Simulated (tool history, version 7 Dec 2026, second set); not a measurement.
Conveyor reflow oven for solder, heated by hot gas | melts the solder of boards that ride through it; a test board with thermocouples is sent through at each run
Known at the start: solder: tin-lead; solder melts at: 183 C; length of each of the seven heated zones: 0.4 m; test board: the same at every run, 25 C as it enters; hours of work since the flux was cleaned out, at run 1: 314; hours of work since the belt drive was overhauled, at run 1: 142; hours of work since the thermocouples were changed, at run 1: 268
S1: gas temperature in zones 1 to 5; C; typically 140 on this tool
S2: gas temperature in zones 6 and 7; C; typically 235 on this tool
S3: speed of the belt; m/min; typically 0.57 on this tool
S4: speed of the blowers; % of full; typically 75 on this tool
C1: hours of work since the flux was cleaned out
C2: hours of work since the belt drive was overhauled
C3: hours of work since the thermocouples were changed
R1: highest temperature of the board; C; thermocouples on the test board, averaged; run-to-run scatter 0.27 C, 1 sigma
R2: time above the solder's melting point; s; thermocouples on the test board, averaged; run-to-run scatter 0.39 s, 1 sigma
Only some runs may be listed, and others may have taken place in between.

{"run": 1, "day": 0.0, "S1": 140, "S2": 235, "S3": 0.57, "S4": 75, "C1": 314, "C2": 142, "C3": 268, "R1": 216.3, "R2": 63}
{"run": 2, "day": 0.488, "S1": 140, "S2": 235, "S3": 0.57, "S4": 75, "C1": 321, "C2": 149, "C3": 275, "R1": 216.9, "R2": 63.1}
{"run": 3, "day": 0.796, "S1": 140, "S2": 235, "S3": 0.57, "S4": 75, "C1": 326, "C2": 154, "C3": 280, "R1": 217.1, "R2": 63}
{"run": 4, "day": 1.183, "S1": 140, "S2": 238, "S3": 0.57, "S4": 75, "C1": 332, "C2": 160, "C3": 286, "R1": 218.8, "R2": 65.3}
{"run": 5, "day": 1.45, "S1": 140, "S2": 238, "S3": 0.57, "S4": 75, "C1": 336, "C2": 164, "C3": 290, "R1": 218.9, "R2": 64.5}
{"day": 1.704, "done": "flux residue cleaned out of gas plates and filters"}
{"run": 6, "day": 2.104, "S1": 140, "S2": 235, "S3": 0.57, "S4": 63, "C1": 6, "C2": 171, "C3": 297, "R1": 211.8, "R2": 57.4}
{"run": 7, "day": 2.546, "S1": 140, "S2": 235, "S3": 0.57, "S4": 86, "C1": 13, "C2": 178, "C3": 304, "R1": 218.3, "R2": 64.1}
{"run": 8, "day": 2.979, "S1": 140, "S2": 235, "S3": 0.57, "S4": 75, "C1": 20, "C2": 184, "C3": 310, "R1": 215, "R2": 61.7}
{"run": 9, "day": 3.379, "S1": 140, "S2": 235, "S3": 0.57, "S4": 51, "C1": 26, "C2": 190, "C3": 317, "R1": 207.2, "R2": 51.3}
{"run": 10, "day": 3.742, "S1": 140, "S2": 235, "S3": 0.57, "S4": 51, "C1": 31, "C2": 196, "C3": 322, "R1": 207.6, "R2": 51}
{"run": 11, "day": 4.096, "S1": 140, "S2": 235, "S3": 0.57, "S4": 51, "C1": 37, "C2": 201, "C3": 328, "R1": 207.3, "R2": 51.5}
{"day": 4.508, "done": "flux residue cleaned out of gas plates and filters, once more"}
{"run": 12, "day": 4.688, "S1": 153, "S2": 238, "S3": 0.57, "S4": 51, "C1": 3, "C2": 207, "C3": 333, "R1": 216.6, "R2": 66.8}
{"run": 13, "day": 5.196, "S1": 145, "S2": 238, "S3": 0.598, "S4": 51, "C1": 11, "C2": 215, "C3": 341, "R1": 212.3, "R2": 56.5}
{"run": 14, "day": 5.754, "S1": 140, "S2": 248, "S3": 0.62, "S4": 70, "C1": 19, "C2": 224, "C3": 350, "R1": 225.7, "R2": 64}
{"run": 15, "day": 6.021, "S1": 139, "S2": 235, "S3": 0.57, "S4": 66, "C1": 23, "C2": 228, "C3": 354, "R1": 215.8, "R2": 61.8}
{"run": 16, "day": 6.321, "S1": 139, "S2": 235, "S3": 0.648, "S4": 66, "C1": 28, "C2": 232, "C3": 358, "R1": 211.2, "R2": 49}
{"run": 17, "day": 6.875, "S1": 142, "S2": 249, "S3": 0.505, "S4": 71, "C1": 36, "C2": 241, "C3": 367, "R1": 233.7, "R2": 87.1}
{"run": 18, "day": 7.358, "S1": 140, "S2": 248, "S3": 0.57, "S4": 75, "C1": 44, "C2": 248, "C3": 374, "R1": 229.6, "R2": 72.9}

Measured minus without-hidden-state, run by run (identical run-to-run variation in each term; gauge scatter may differ):
Hidden state at play: heat that the gas passes to the board, % of a clean oven's; belt's true speed, % of the reading; true gas temperature in zones 6 and 7 over the reading, C; drift of the gauge itself on peak_c, C; drift of the gauge itself on liquid_s, %.
run=1 R1=-1.8 R2=-1.7
run=2 R1=-1.8 R2=-1.7
run=3 R1=-1.9 R2=-1.8
run=4 R1=-2 R2=-1.7
run=5 R1=-2 R2=-1.7
run=6 R1=-2.8 R2=-3.2
run=7 R1=-3.1 R2=-2.8
run=8 R1=-3.1 R2=-3.1
run=9 R1=-2.6 R2=-3.4
run=10 R1=-2.6 R2=-3.5
run=11 R1=-2.6 R2=-3.5
run=12 R1=+0.6 R2=+0.9
run=13 R1=+0.5 R2=+0.9
run=14 R1=+0.4 R2=+0.6
run=15 R1=+0.5 R2=+0.8
run=16 R1=+0.4 R2=+0.6
run=17 R1=+0.4 R2=+0.8
run=18 R1=+0.3 R2=+0.7
